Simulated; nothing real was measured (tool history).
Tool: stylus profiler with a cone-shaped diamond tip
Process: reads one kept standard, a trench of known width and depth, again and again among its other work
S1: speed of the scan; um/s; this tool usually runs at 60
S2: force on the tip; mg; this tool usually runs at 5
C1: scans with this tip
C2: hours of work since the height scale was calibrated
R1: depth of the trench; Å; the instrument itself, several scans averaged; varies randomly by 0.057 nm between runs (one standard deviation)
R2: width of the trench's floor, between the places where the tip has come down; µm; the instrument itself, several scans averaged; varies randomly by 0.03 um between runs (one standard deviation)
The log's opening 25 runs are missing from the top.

run,hour,S1,S2,C1,C2,R1,R2
26,1201.3,75,10.78,3443,255,2069.3,97.71
27,1270.8,75,10.78,4023,298,2067.7,97.67
# hour 1275.2: height scale calibrated on a step standard
28,1337.3,75,10.78,4574,38,2068.1,97.58
29,1378.5,75,10.78,4917,64,2068.4,97.61
30,1444.1,68,6.59,5465,104,2047.2,97.57
31,1489.8,68,6.59,5846,133,2046,97.55
32,1557.3,68,6.59,6409,174,2046.3,97.51
33,1590.4,68,6.59,6685,195,2046.1,97.47
34,1640.3,112,5,7101,225,2036.3,97.27
# hour 1692.4: height scale calibrated on a step standard, once more
35,1692.4,120,5.89,7532,0,2048,97.25
36,1754.1,84,2.42,8046,38,2025.3,97.27
37,1811.6,39,2.05,8527,74,2023.3,97.33
38,1866.6,108,1.68,8985,108,2019.7,97.06
39,1914.4,108,1.68,9384,137,2019.1,97.06
40,1973.8,138,5.57,9879,174,2044.5,97.13
41,2003.1,201,12.62,10124,192,2077.9,97.17
42,2066.1,201,6.4,10649,231,2047.9,96.98
43,2109,60,3.41,11008,257,2031.3,97.19
44,2165,153,6.2,11474,292,2047.9,96.99
45,2198.6,16,2.39,11754,313,2023.4,97.27

Expected results for the next run?
46,2259,93,5.97,12258,350,?,?

{"run 46": {"R1": 2045.2, "R2": 97.07}}
The same run, on a tool lacking any hidden state, would have yielded R1 2048.3 Å, R2 97.83 µm.

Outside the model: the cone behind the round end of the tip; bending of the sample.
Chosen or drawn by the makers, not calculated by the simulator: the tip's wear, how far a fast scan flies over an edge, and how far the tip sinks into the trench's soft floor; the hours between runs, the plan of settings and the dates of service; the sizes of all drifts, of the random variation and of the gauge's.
